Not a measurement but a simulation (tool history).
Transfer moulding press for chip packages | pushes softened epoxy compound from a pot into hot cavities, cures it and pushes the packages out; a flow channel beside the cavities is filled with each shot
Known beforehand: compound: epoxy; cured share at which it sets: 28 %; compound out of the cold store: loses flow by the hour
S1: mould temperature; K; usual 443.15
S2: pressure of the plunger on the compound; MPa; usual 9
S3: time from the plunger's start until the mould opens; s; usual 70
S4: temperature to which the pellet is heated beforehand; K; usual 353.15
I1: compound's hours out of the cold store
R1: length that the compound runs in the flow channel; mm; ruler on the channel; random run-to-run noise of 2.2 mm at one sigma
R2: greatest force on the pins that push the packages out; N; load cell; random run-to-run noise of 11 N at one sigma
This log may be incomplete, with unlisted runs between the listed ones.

run,hour,S1,S2,S3,S4,I1,R1,R2
1,0,443.15,9,70,353.15,37.8,503,504
2,37.4,443.15,9,92,353.15,45.4,487,351
3,55.3,442.15,9,92,353.15,43.2,492,352
4,71.4,442.15,9,92,353.15,22,544,376
# hour 76.4: cavities cleaned with cleaning compound and waxed
5,109.8,442.15,9,92,353.15,32.5,518,378
6,141.2,443.15,9,70,353.15,14.3,557,533
7,157.5,443.15,9,70,353.15,35.6,509,504
# hour 178.2: cavities cleaned with cleaning compound and waxed
8,183.3,443.15,9,70,352.15,24.8,534,508
9,198.9,443.15,9,70,352.15,37.3,505,493
10,220.9,443.15,9,70,352.15,29.9,525,514
11,256.5,443.15,9.92,70,353.15,17.4,577,540
# hour 280.1: cavities cleaned with cleaning compound and waxed
12,281.3,442.15,9.92,70,353.15,9.2,601,590
13,306.3,442.15,9.92,74,353.15,29.9,548,489
14,333.2,442.15,9.92,74,360.15,21.9,568,475
15,353.4,443.15,9.33,80,359.15,21.8,550,413
# hour 378.8: plunger's sealing rings changed
16,379.3,443.15,7.85,80,361.15,35.4,479,406
# hour 386.2: cavities cleaned with cleaning compound and waxed
17,409.5,449.15,9,70,357.15,21.8,534,389
18,440.8,449.15,9,70,357.15,44.7,480,379
19,469,445.15,9,70,354.15,20.7,543,467
# hour 487.8: cavities cleaned with cleaning compound and waxed
20,506.3,443.15,8.91,70,349.15,31.3,515,538
21,527.7,449.15,7.46,70,349.15,32.8,461,375
22,552.8,444.15,7.58,70,353.15,45.5,448,462
23,571.7,436.15,10.65,70,344.15,31.2,576,866
# hour 588.9: cavities cleaned with cleaning compound and waxed
24,588.9,445.15,9.32,86,361.15,23,541,337
25,618.4,445.15,9.32,86,361.15,33.4,524,349
26,654.4,445.15,9.32,86,361.15,16.7,561,355
27,673,445.15,9.32,86,361.15,10.2,571,363
# hour 690.5: cavities cleaned with cleaning compound and waxed
28,701.3,445.15,9.32,86,361.15,21.6,547,344

Each row is a separate what-if for the run after 28, all from the same tool condition, not one after another. Results?
A,738.5,441.15,9,70,353.15,8.8,?,?
B,738.5,445.15,10.19,86,361.15,33.1,?,?
C,738.5,443.15,8.6,70,353.15,34.1,?,?

run,R1,R2
A,576,610
B,541,342
C,502,501
Had the tool no hidden state, the same runs would have come out as:
run,R1,R2
A,577,606
B,541,340
C,502,497

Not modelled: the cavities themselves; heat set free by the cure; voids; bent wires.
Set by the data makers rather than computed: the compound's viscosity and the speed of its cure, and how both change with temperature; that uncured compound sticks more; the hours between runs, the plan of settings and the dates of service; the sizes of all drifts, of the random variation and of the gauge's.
